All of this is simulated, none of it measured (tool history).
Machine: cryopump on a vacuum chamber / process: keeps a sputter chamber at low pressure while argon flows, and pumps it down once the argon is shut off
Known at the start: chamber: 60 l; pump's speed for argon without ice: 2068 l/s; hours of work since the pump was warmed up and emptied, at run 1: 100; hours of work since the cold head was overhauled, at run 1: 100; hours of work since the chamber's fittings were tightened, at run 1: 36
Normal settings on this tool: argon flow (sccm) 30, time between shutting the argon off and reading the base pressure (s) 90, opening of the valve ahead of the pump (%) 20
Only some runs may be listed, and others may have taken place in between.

run,day,argon flow (sccm),time between shutting the argon off and reading the base pressure (s),opening of the valve ahead of the pump (%),hours of work since the pump was warmed up and emptied,hours of work since the cold head was overhauled,hours of work since the chamber's fittings were tightened,pressure while argon flows (Pa),pressure after the wait (uPa)
1,0.000,30,90,20,100,100,36,0.1254,0.40
2,0.821,30,90,20,115,115,50,0.1237,0.42
3,1.600,30,215,20,129,129,64,0.1246,0.30
4,2.350,30,41,20,142,142,77,0.1258,0.65
5,2.829,30,294,20,151,151,86,0.1249,0.25
6,3.712,30,294,20,166,166,102,0.1258,0.29
7,4.267,30,90,24,176,176,112,0.1040,0.43
8,4.896,30,90,20,187,187,123,0.1273,0.42
9,5.417,30,90,20,197,197,132,0.1259,0.44
10,5.946,30,90,20,206,206,142,0.1250,0.43
11,6.629,30,90,20,218,218,154,0.1262,0.47
12,7.200,30,90,20,229,229,164,0.1260,0.50
13,7.712,30,90,20,238,238,173,0.1269,0.45
14,8.238,39,26,20,247,247,182,0.1668,1.00
15,8.933,39,26,20,259,259,195,0.1653,1.05
16,9.421,30,55,20,268,268,203,0.1271,0.62
17,9.979,37,25,20,278,278,213,0.1570,1.07
18,10.400,54,42,52,285,285,221,0.0939,0.74
19,10.875,54,42,52,294,294,229,0.0939,0.78
20,11.279,54,42,52,301,301,236,0.0948,0.76
21,11.942,53,103,20,313,313,248,0.2276,0.49
22,12.467,30,48,44,322,322,258,0.0616,0.68
23,13.192,24,49,44,335,335,271,0.0500,0.75
24,13.800,24,49,44,346,346,281,0.0501,0.75
25,14.283,24,49,44,355,355,290,0.0491,0.78

Branching from run 25: 4 alternative next runs. What would each branch give?
A,15.017,35,149,18,368,368,303,?,?
B,15.017,34,90,18,368,368,303,?,?
C,15.017,28,130,16,368,368,303,?,?
D,15.017,24,32,41,368,368,303,?,?

run,pressure while argon flows (Pa),pressure after the wait (uPa)
A,0.1675,0.44
B,0.1625,0.58
C,0.1497,0.47
D,0.0536,0.93
With no hidden state in the tool, these same runs would have given:
run,pressure while argon flows (Pa),pressure after the wait (uPa)
A,0.1591,0.24
B,0.1543,0.38
C,0.1429,0.27
D,0.0478,0.73
